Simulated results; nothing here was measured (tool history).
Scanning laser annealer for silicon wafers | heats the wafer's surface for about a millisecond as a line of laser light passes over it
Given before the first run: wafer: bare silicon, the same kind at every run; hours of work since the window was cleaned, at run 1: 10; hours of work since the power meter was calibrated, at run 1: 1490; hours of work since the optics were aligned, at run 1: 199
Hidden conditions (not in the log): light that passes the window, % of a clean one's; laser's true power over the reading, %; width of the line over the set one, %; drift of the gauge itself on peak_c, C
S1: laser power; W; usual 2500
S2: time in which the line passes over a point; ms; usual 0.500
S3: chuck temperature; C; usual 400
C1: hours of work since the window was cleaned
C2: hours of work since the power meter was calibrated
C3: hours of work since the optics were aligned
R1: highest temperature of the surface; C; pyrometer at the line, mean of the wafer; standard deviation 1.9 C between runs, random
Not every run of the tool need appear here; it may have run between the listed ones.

{"run": 1, "hour": 0.0, "S1": 2500, "S2": 0.5, "S3": 400, "C1": 10, "C2": 1490, "C3": 199, "R1": 1165}
{"run": 2, "hour": 38.0, "S1": 2500, "S2": 0.5, "S3": 400, "C1": 38, "C2": 1518, "C3": 227, "R1": 1160}
{"run": 3, "hour": 66.7, "S1": 2500, "S2": 0.5, "S3": 400, "C1": 59, "C2": 1539, "C3": 248, "R1": 1157}
{"run": 4, "hour": 92.9, "S1": 2500, "S2": 0.5, "S3": 400, "C1": 78, "C2": 1558, "C3": 268, "R1": 1156}
{"run": 5, "hour": 129.2, "S1": 2500, "S2": 0.5, "S3": 396, "C1": 105, "C2": 1585, "C3": 294, "R1": 1146}
{"run": 6, "hour": 168.0, "S1": 2500, "S2": 0.5, "S3": 400, "C1": 133, "C2": 1613, "C3": 323, "R1": 1145}
{"run": 7, "hour": 203.2, "S1": 2500, "S2": 0.5, "S3": 400, "C1": 159, "C2": 1639, "C3": 349, "R1": 1147}
{"run": 8, "hour": 252.2, "S1": 2500, "S2": 0.5, "S3": 400, "C1": 195, "C2": 1675, "C3": 385, "R1": 1141}
{"run": 9, "hour": 279.1, "S1": 2500, "S2": 0.5, "S3": 400, "C1": 215, "C2": 1695, "C3": 405, "R1": 1140}
{"run": 10, "hour": 322.4, "S1": 2500, "S2": 0.5, "S3": 400, "C1": 247, "C2": 1727, "C3": 436, "R1": 1139}
{"run": 11, "hour": 360.4, "S1": 2500, "S2": 0.5, "S3": 400, "C1": 275, "C2": 1755, "C3": 464, "R1": 1137}
{"run": 12, "hour": 414.6, "S1": 2500, "S2": 0.5, "S3": 400, "C1": 315, "C2": 1795, "C3": 504, "R1": 1131}
{"hour": 427.4, "done": "window over the wafer cleaned"}
{"run": 13, "hour": 442.6, "S1": 2500, "S2": 0.5, "S3": 400, "C1": 11, "C2": 1814, "C3": 523, "R1": 1146}
{"run": 14, "hour": 489.3, "S1": 2500, "S2": 0.5, "S3": 400, "C1": 46, "C2": 1848, "C3": 558, "R1": 1147}
{"hour": 497.2, "done": "laser's power meter calibrated"}
{"run": 15, "hour": 520.1, "S1": 2207, "S2": 0.5, "S3": 400, "C1": 66, "C2": 17, "C3": 578, "R1": 1028}
{"run": 16, "hour": 574.6, "S1": 2207, "S2": 0.5, "S3": 400, "C1": 106, "C2": 57, "C3": 618, "R1": 1024}
{"run": 17, "hour": 626.4, "S1": 2207, "S2": 0.5, "S3": 400, "C1": 144, "C2": 95, "C3": 656, "R1": 1024}
{"hour": 675.6, "done": "laser's power meter calibrated, once more"}
{"run": 18, "hour": 675.6, "S1": 2350, "S2": 0.5, "S3": 400, "C1": 178, "C2": 0, "C3": 690, "R1": 1077}
{"run": 19, "hour": 707.2, "S1": 2350, "S2": 0.607, "S3": 400, "C1": 201, "C2": 23, "C3": 714, "R1": 1149}
{"run": 20, "hour": 758.6, "S1": 2350, "S2": 0.607, "S3": 400, "C1": 239, "C2": 61, "C3": 751, "R1": 1149}
{"run": 21, "hour": 798.3, "S1": 2500, "S2": 0.5, "S3": 400, "C1": 268, "C2": 90, "C3": 781, "R1": 1124}
{"run": 22, "hour": 850.7, "S1": 2500, "S2": 0.5, "S3": 400, "C1": 307, "C2": 129, "C3": 819, "R1": 1125}
{"hour": 875.4, "done": "window over the wafer cleaned"}
{"hour": 893.4, "done": "optics aligned, line set to its width"}
{"run": 23, "hour": 897.0, "S1": 2500, "S2": 0.5, "S3": 400, "C1": 12, "C2": 158, "C3": 3, "R1": 1173}
{"run": 24, "hour": 948.7, "S1": 2658, "S2": 0.382, "S3": 429, "C1": 50, "C2": 196, "C3": 41, "R1": 1149}
{"run": 25, "hour": 986.0, "S1": 2401, "S2": 0.382, "S3": 429, "C1": 78, "C2": 223, "C3": 68, "R1": 1057}
{"run": 26, "hour": 1015.3, "S1": 2401, "S2": 0.382, "S3": 429, "C1": 99, "C2": 245, "C3": 90, "R1": 1052}
{"run": 27, "hour": 1043.3, "S1": 2401, "S2": 0.382, "S3": 429, "C1": 120, "C2": 265, "C3": 110, "R1": 1049}
{"run": 28, "hour": 1088.4, "S1": 2401, "S2": 0.431, "S3": 377, "C1": 153, "C2": 298, "C3": 143, "R1": 1039}
{"run": 29, "hour": 1117.5, "S1": 2708, "S2": 0.5, "S3": 400, "C1": 174, "C2": 320, "C3": 165, "R1": 1237}
{"run": 30, "hour": 1162.7, "S1": 2500, "S2": 0.544, "S3": 427, "C1": 208, "C2": 353, "C3": 198, "R1": 1213}
{"run": 31, "hour": 1207.5, "S1": 2498, "S2": 0.5, "S3": 367, "C1": 241, "C2": 386, "C3": 231, "R1": 1113}
{"run": 32, "hour": 1241.3, "S1": 2498, "S2": 0.5, "S3": 367, "C1": 265, "C2": 411, "C3": 256, "R1": 1112}
{"run": 33, "hour": 1280.2, "S1": 2344, "S2": 0.378, "S3": 366, "C1": 294, "C2": 440, "C3": 284, "R1": 949}
{"hour": 1320.8, "done": "window over the wafer cleaned"}
{"run": 34, "hour": 1320.8, "S1": 2344, "S2": 0.368, "S3": 396, "C1": 0, "C2": 468, "C3": 313, "R1": 984}
{"run": 35, "hour": 1350.7, "S1": 2344, "S2": 0.368, "S3": 396, "C1": 22, "C2": 490, "C3": 335, "R1": 986}
{"run": 36, "hour": 1382.4, "S1": 2344, "S2": 0.368, "S3": 396, "C1": 45, "C2": 513, "C3": 358, "R1": 986}
{"run": 37, "hour": 1410.9, "S1": 2147, "S2": 0.594, "S3": 406, "C1": 66, "C2": 534, "C3": 379, "R1": 1079}
{"run": 38, "hour": 1442.9, "S1": 2440, "S2": 0.504, "S3": 406, "C1": 90, "C2": 558, "C3": 403, "R1": 1136}
{"run": 39, "hour": 1499.4, "S1": 2613, "S2": 0.584, "S3": 418, "C1": 131, "C2": 599, "C3": 444, "R1": 1278}
{"run": 40, "hour": 1535.7, "S1": 2713, "S2": 0.584, "S3": 418, "C1": 158, "C2": 626, "C3": 471, "R1": 1323}
{"run": 41, "hour": 1572.9, "S1": 2713, "S2": 0.584, "S3": 418, "C1": 185, "C2": 653, "C3": 498, "R1": 1315}

How the hidden state differs across the entries between the runs, from the last listed run before each to the first after it:
Run 12 -> run 13: window over the wafer cleaned (hour 427.4)
  light that passes the window, % of a clean one's: 97.77 -> 99.69; laser's true power over the reading, %: -0.35 -> -0.36; width of the line over the set one, %: 2.99 -> 3.1
  measured less the result without the state, R1: -44 -> -26 C
Run 14 -> run 15: laser's power meter calibrated (hour 497.2)
  light that passes the window, % of a clean one's: 99.45 -> 99.3; laser's true power over the reading, %: -0.36 -> -0.42; width of the line over the set one, %: 3.28 -> 3.4
  measured less the result without the state, R1: -29 -> -27 C
Run 17 -> run 18: laser's power meter calibrated, once more (hour 675.6)
  light that passes the window, % of a clean one's: 98.77 -> 98.55; laser's true power over the reading, %: -0.44 -> 0.13; width of the line over the set one, %: 3.85 -> 4.04
  measured less the result without the state, R1: -33 -> -35 C
Run 22 -> run 23: window over the wafer cleaned (hour 875.4); optics aligned, line set to its width (hour 893.4)
  light that passes the window, % of a clean one's: 97.66 -> 99.79; laser's true power over the reading, %: 0.11 -> 0.1; width of the line over the set one, %: 4.78 -> 0.18
  measured less the result without the state, R1: -51 -> -3 C
Run 33 -> run 34: window over the wafer cleaned (hour 1320.8)
  light that passes the window, % of a clean one's: 97.81 -> 99.81; laser's true power over the reading, %: 0.05 -> 0.04; width of the line over the set one, %: 1.83 -> 1.99
  measured less the result without the state, R1: -26 -> -11 C
